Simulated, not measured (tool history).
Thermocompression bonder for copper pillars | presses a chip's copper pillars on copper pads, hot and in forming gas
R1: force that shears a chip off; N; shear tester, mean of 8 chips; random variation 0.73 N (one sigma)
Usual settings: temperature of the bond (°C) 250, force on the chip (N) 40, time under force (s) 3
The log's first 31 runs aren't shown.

run 32 hour=580 | temperature_of_the_bond_(°C)=236 force_on_the_chip_(N)=38 time_under_force_(s)=6 | R1=49.8
run 33 hour=594.8 | temperature_of_the_bond_(°C)=267 force_on_the_chip_(N)=30 time_under_force_(s)=4 | R1=44.7
run 34 hour=611.9 | temperature_of_the_bond_(°C)=267 force_on_the_chip_(N)=30 time_under_force_(s)=4 | R1=43.8
run 35 hour=630 | temperature_of_the_bond_(°C)=223 force_on_the_chip_(N)=59 time_under_force_(s)=7 | R1=68.3
run 36 hour=650.5 | temperature_of_the_bond_(°C)=267 force_on_the_chip_(N)=40 time_under_force_(s)=7 | R1=68.7
run 37 hour=673.1 | temperature_of_the_bond_(°C)=267 force_on_the_chip_(N)=40 time_under_force_(s)=7 | R1=66.7
run 38 hour=696.4 | temperature_of_the_bond_(°C)=252 force_on_the_chip_(N)=33 time_under_force_(s)=8 | R1=51.1
run 39 hour=711.8 | temperature_of_the_bond_(°C)=252 force_on_the_chip_(N)=26 time_under_force_(s)=8 | R1=40.2

5 ways to go on from here, each from the tool as it stands after run 39. What would each give?
run A hour=734.3 | temperature_of_the_bond_(°C)=252 force_on_the_chip_(N)=34 time_under_force_(s)=8 | R1=?
run B hour=734.3 | temperature_of_the_bond_(°C)=224 force_on_the_chip_(N)=53 time_under_force_(s)=3 | R1=?
run C hour=734.3 | temperature_of_the_bond_(°C)=259 force_on_the_chip_(N)=26 time_under_force_(s)=9 | R1=?
run D hour=734.3 | temperature_of_the_bond_(°C)=272 force_on_the_chip_(N)=39 time_under_force_(s)=3 | R1=?
run E hour=734.3 | temperature_of_the_bond_(°C)=263 force_on_the_chip_(N)=28 time_under_force_(s)=3 | R1=?

run=A R1=52.3
run=B R1=45
run=C R1=44.6
run=D R1=52.2
run=E R1=34.7
Without the tool's hidden state the same runs would have given:
run=A R1=62.4
run=B R1=54.1
run=C R1=53.6
run=D R1=62.1
run=E R1=42.1
